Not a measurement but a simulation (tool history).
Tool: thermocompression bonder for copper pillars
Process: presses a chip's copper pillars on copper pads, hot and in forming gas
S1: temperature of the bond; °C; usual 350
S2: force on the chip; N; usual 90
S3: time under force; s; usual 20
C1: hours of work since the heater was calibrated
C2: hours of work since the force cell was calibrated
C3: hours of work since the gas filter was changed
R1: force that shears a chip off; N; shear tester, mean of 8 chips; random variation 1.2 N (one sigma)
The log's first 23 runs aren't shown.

| run | hour | S1 | S2 | S3 | C1 | C2 | C3 | R1 |
|---|---|---|---|---|---|---|---|---|
| 24 | 1598.1 | 338 | 55 | 13 | 368 | 595 | 153 | 53.0 |
| 25 | 1655.4 | 343 | 80 | 20 | 399 | 627 | 185 | 92.0 |
| 26 | 1696.7 | 343 | 80 | 53 | 422 | 649 | 208 | 116.5 |
| 27 | 1769.8 | 343 | 80 | 53 | 463 | 690 | 249 | 116.6 |
| 28 | 1838.9 | 343 | 80 | 53 | 501 | 728 | 287 | 116.6 |
| 29 | 1896.7 | 350 | 58 | 30 | 533 | 760 | 319 | 83.0 |
| 30 | 1947.8 | 350 | 58 | 30 | 561 | 789 | 347 | 82.2 |
| 31 | 2037.4 | 350 | 58 | 30 | 611 | 838 | 397 | 81.8 |
|  | 2108.5 | forming gas filter changed |
| 32 | 2112.4 | 339 | 134 | 30 | 652 | 880 | 2 | 135.2 |
| 33 | 2174.0 | 358 | 113 | 20 | 687 | 914 | 36 | 126.8 |
| 34 | 2247.9 | 358 | 113 | 20 | 728 | 955 | 77 | 126.5 |
| 35 | 2319.4 | 358 | 113 | 20 | 767 | 994 | 117 | 125.7 |
| 36 | 2375.5 | 358 | 113 | 20 | 798 | 1026 | 148 | 125.1 |
| 37 | 2449.2 | 358 | 113 | 37 | 839 | 1066 | 189 | 137.2 |
| 38 | 2489.1 | 357 | 57 | 37 | 861 | 1089 | 211 | 91.9 |
| 39 | 2575.9 | 363 | 82 | 44 | 910 | 1137 | 259 | 125.9 |
| 40 | 2619.4 | 363 | 82 | 44 | 934 | 1161 | 283 | 126.6 |

Forecast each of these 3 alternatives for the next run:
| A | 2667.4 | 342 | 81 | 27 | 960 | 1187 | 310 | ? |
| B | 2667.4 | 352 | 69 | 20 | 960 | 1187 | 310 | ? |
| C | 2667.4 | 331 | 62 | 52 | 960 | 1187 | 310 | ? |

| run | R1 |
|---|---|
| A | 97.0 |
| B | 85.7 |
| C | 86.4 |
Without the tool's hidden state the same runs would have given:
| run | R1 |
|---|---|
| A | 102.2 |
| B | 90.6 |
| C | 91.8 |
